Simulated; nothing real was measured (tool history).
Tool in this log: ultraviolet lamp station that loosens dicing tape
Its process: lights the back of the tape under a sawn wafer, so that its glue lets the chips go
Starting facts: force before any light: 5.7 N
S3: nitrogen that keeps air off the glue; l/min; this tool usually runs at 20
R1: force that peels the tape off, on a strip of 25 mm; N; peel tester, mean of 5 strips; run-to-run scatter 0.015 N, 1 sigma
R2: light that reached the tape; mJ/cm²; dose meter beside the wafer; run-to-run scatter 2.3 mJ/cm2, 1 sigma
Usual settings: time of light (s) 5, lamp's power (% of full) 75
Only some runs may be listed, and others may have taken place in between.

run 1 hour=0.0 | time_of_light_(s)=5 lamp's_power_(%_of_full)=75 S3=20 | R1=0.859 R2=192
run 2 hour=12.5 | time_of_light_(s)=5 lamp's_power_(%_of_full)=75 S3=20 | R1=0.898 R2=186
run 3 hour=21.7 | time_of_light_(s)=5 lamp's_power_(%_of_full)=75 S3=20 | R1=0.885 R2=186
run 4 hour=34.6 | time_of_light_(s)=5 lamp's_power_(%_of_full)=75 S3=20 | R1=0.929 R2=187
run 5 hour=45.8 | time_of_light_(s)=5 lamp's_power_(%_of_full)=75 S3=20 | R1=0.913 R2=178
run 6 hour=57.4 | time_of_light_(s)=5 lamp's_power_(%_of_full)=75 S3=20 | R1=0.918 R2=184
run 7 hour=66.1 | time_of_light_(s)=5 lamp's_power_(%_of_full)=75 S3=20 | R1=0.942 R2=175
run 8 hour=77.0 | time_of_light_(s)=5 lamp's_power_(%_of_full)=75 S3=20 | R1=0.912 R2=176
run 9 hour=86.5 | time_of_light_(s)=5 lamp's_power_(%_of_full)=75 S3=20 | R1=0.992 R2=178
run 10 hour=96.8 | time_of_light_(s)=5 lamp's_power_(%_of_full)=75 S3=20 | R1=0.941 R2=176
run 11 hour=106.1 | time_of_light_(s)=5 lamp's_power_(%_of_full)=75 S3=20 | R1=1.005 R2=173
run 12 hour=116.8 | time_of_light_(s)=5 lamp's_power_(%_of_full)=75 S3=20 | R1=0.996 R2=171
run 13 hour=123.4 | time_of_light_(s)=5 lamp's_power_(%_of_full)=75 S3=20 | R1=1.011 R2=168
run 14 hour=130.0 | time_of_light_(s)=5 lamp's_power_(%_of_full)=95 S3=20 | R1=0.647 R2=217
run 15 hour=142.5 | time_of_light_(s)=2 lamp's_power_(%_of_full)=67 S3=33 | R1=2.832 R2=60
run 16 hour=154.0 | time_of_light_(s)=2 lamp's_power_(%_of_full)=67 S3=14 | R1=3.242 R2=55
run 17 hour=164.0 | time_of_light_(s)=2 lamp's_power_(%_of_full)=81 S3=18 | R1=2.844 R2=74
run 18 hour=177.8 | time_of_light_(s)=4 lamp's_power_(%_of_full)=67 S3=33 | R1=1.505 R2=120
run 19 hour=188.3 | time_of_light_(s)=5 lamp's_power_(%_of_full)=66 S3=20 | R1=1.300 R2=143
run 20 hour=199.3 | time_of_light_(s)=5 lamp's_power_(%_of_full)=62 S3=20 | R1=1.397 R2=137
run 21 hour=207.7 | time_of_light_(s)=5 lamp's_power_(%_of_full)=90 S3=20 | R1=0.797 R2=194
run 22 hour=213.4 | time_of_light_(s)=5 lamp's_power_(%_of_full)=70 S3=30 | R1=1.096 R2=152
run 23 hour=221.7 | time_of_light_(s)=8 lamp's_power_(%_of_full)=63 S3=20 | R1=0.650 R2=216
run 24 hour=232.8 | time_of_light_(s)=3 lamp's_power_(%_of_full)=75 S3=20 | R1=2.111 R2=93
run 25 hour=238.9 | time_of_light_(s)=3 lamp's_power_(%_of_full)=89 S3=20 | R1=1.758 R2=113
run 26 hour=245.0 | time_of_light_(s)=5 lamp's_power_(%_of_full)=94 S3=13 | R1=0.930 R2=201
run 27 hour=257.8 | time_of_light_(s)=5 lamp's_power_(%_of_full)=67 S3=11 | R1=1.705 R2=143
run 28 hour=264.5 | time_of_light_(s)=5 lamp's_power_(%_of_full)=68 S3=27 | R1=1.224 R2=140

Each run again, without the hidden state but with its own random variation kept:
The tool's hidden condition here consists of: lamp's light, % of a new lamp's; light that the window lets through, % of a clean one's; drift of the gauge itself on peel_n, %; drift of the gauge itself on dose_mj_cm2, %.
run=1 R1=0.712 R2=212
run=2 R1=0.733 R2=206
run=3 R1=0.714 R2=208
run=4 R1=0.739 R2=211
run=5 R1=0.712 R2=203
run=6 R1=0.706 R2=210
run=7 R1=0.719 R2=202
run=8 R1=0.683 R2=205
run=9 R1=0.734 R2=209
run=10 R1=0.688 R2=207
run=11 R1=0.731 R2=206
run=12 R1=0.712 R2=205
run=13 R1=0.718 R2=203
run=14 R1=0.420 R2=262
run=15 R1=2.435 R2=73
run=16 R1=2.843 R2=69
run=17 R1=2.393 R2=91
run=18 R1=1.085 R2=150
run=19 R1=0.892 R2=181
run=20 R1=0.964 R2=173
run=21 R1=0.469 R2=248
run=22 R1=0.692 R2=195
run=23 R1=0.362 R2=279
run=24 R1=1.572 R2=122
run=25 R1=1.233 R2=148
run=26 R1=0.532 R2=263
run=27 R1=1.139 R2=188
run=28 R1=0.740 R2=187

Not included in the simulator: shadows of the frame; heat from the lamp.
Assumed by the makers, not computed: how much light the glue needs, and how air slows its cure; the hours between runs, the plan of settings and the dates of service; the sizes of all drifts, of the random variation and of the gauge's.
